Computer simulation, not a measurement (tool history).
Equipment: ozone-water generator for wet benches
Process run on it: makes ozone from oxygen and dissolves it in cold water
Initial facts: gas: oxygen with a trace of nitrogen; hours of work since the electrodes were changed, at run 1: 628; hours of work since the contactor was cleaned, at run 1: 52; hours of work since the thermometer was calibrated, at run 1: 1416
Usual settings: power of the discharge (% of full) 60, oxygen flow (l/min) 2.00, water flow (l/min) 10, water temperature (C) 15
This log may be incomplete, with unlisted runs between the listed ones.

| run | hour | power of the discharge (% of full) | oxygen flow (l/min) | water flow (l/min) | water temperature (C) | hours of work since the electrodes were changed | hours of work since the contactor was cleaned | hours of work since the thermometer was calibrated | dissolved ozone (ppm) | ozone in the gas ahead of the water (g/m3) |
|---|---|---|---|---|---|---|---|---|---|---|
| 1 | 0.0 | 60 | 2.00 | 10 | 15 | 628 | 52 | 1416 | 14.9 | 144.0 |
| 2 | 47.1 | 60 | 2.00 | 10 | 15 | 658 | 82 | 1446 | 14.7 | 143.5 |
| 3 | 89.2 | 76 | 2.00 | 10 | 15 | 685 | 108 | 1473 | 17.9 | 172.7 |
| 4 | 163.1 | 60 | 2.00 | 10 | 15 | 731 | 155 | 1519 | 15.0 | 144.5 |
| 5 | 227.3 | 60 | 1.18 | 10 | 15 | 772 | 195 | 1560 | 12.3 | 173.2 |
| 6 | 318.4 | 60 | 1.18 | 10 | 15 | 830 | 253 | 1617 | 12.5 | 171.4 |
| 7 | 356.6 | 60 | 1.18 | 10 | 15 | 854 | 277 | 1641 | 12.1 | 172.5 |
| 8 | 410.5 | 80 | 1.18 | 10 | 15 | 888 | 311 | 1675 | 15.3 | 212.5 |
| 9 | 501.0 | 80 | 1.18 | 10 | 15 | 945 | 368 | 1733 | 15.1 | 212.4 |
| 10 | 550.1 | 60 | 2.00 | 10 | 15 | 976 | 399 | 1764 | 14.9 | 143.4 |
| 11 | 592.1 | 60 | 2.00 | 10 | 15 | 1002 | 426 | 1790 | 14.8 | 142.1 |
| 12 | 668.6 | 60 | 2.00 | 10 | 17 | 1051 | 474 | 1838 | 14.4 | 145.0 |
| 13 | 720.3 | 60 | 3.39 | 10 | 17 | 1083 | 507 | 1871 | 16.4 | 121.3 |
|  | 725.7 | water thermometer calibrated |
| 14 | 791.1 | 60 | 2.00 | 10 | 15 | 1128 | 551 | 41 | 14.9 | 143.9 |
| 15 | 852.6 | 60 | 2.00 | 10 | 15 | 1166 | 590 | 80 | 14.9 | 144.3 |
| 16 | 897.2 | 60 | 2.00 | 10 | 15 | 1195 | 618 | 108 | 14.7 | 142.8 |
| 17 | 946.5 | 60 | 2.00 | 10 | 15 | 1226 | 649 | 139 | 14.8 | 145.1 |
| 18 | 985.5 | 79 | 2.26 | 7 | 9 | 1250 | 674 | 164 | 26.7 | 168.4 |
| 19 | 1025.7 | 57 | 2.26 | 6 | 9 | 1276 | 699 | 189 | 23.6 | 131.4 |
| 20 | 1065.3 | 60 | 3.42 | 7 | 15 | 1301 | 724 | 214 | 21.3 | 120.6 |
| 21 | 1104.5 | 60 | 3.42 | 7 | 15 | 1326 | 749 | 239 | 21.1 | 119.0 |
| 22 | 1147.9 | 64 | 1.04 | 12 | 11 | 1353 | 776 | 267 | 10.3 | 187.8 |
|  | 1220.0 | water thermometer calibrated, once more |
| 23 | 1227.0 | 97 | 3.18 | 6 | 8 | 1403 | 826 | 4 | 37.3 | 175.5 |
| 24 | 1302.7 | 60 | 2.00 | 10 | 9 | 1450 | 874 | 52 | 15.7 | 143.4 |
| 25 | 1381.5 | 58 | 2.00 | 8 | 13 | 1500 | 923 | 102 | 17.7 | 140.0 |
| 26 | 1442.3 | 58 | 2.00 | 8 | 13 | 1539 | 962 | 140 | 17.7 | 138.1 |
| 27 | 1521.4 | 60 | 2.00 | 12 | 17 | 1588 | 1012 | 190 | 12.3 | 143.2 |
| 28 | 1603.2 | 60 | 3.53 | 10 | 20 | 1640 | 1063 | 242 | 15.4 | 116.6 |
| 29 | 1647.1 | 60 | 3.53 | 10 | 20 | 1668 | 1091 | 270 | 15.2 | 117.3 |
| 30 | 1700.9 | 51 | 2.35 | 15 | 15 | 1702 | 1125 | 304 | 9.6 | 120.1 |
| 31 | 1780.9 | 51 | 2.35 | 15 | 15 | 1752 | 1176 | 354 | 9.4 | 120.4 |
| 32 | 1821.1 | 74 | 1.91 | 13 | 15 | 1778 | 1201 | 379 | 13.3 | 168.3 |
| 33 | 1876.0 | 74 | 1.91 | 13 | 15 | 1812 | 1236 | 414 | 13.1 | 167.1 |

4 options for the next run, each taken on its own from the tool as it stands now. Forecast them:
| A | 1919.0 | 43 | 1.91 | 13 | 9 | 1839 | 1263 | 441 | ? | ? |
| B | 1919.0 | 55 | 1.91 | 13 | 15 | 1839 | 1263 | 441 | ? | ? |
| C | 1919.0 | 60 | 2.95 | 13 | 15 | 1839 | 1263 | 441 | ? | ? |
| D | 1919.0 | 49 | 2.00 | 13 | 15 | 1839 | 1263 | 441 | ? | ? |

| run | dissolved ozone (ppm) | ozone in the gas ahead of the water (g/m3) |
|---|---|---|
| A | 9.4 | 113.5 |
| B | 10.5 | 135.6 |
| C | 13.0 | 123.5 |
| D | 9.9 | 122.7 |
With the hidden condition removed and each run's random variation left untouched, the same runs would have given:
| run | dissolved ozone (ppm) | ozone in the gas ahead of the water (g/m3) |
|---|---|---|
| A | 9.7 | 115.3 |
| B | 10.9 | 138.4 |
| C | 13.5 | 126.3 |
| D | 10.2 | 125.0 |
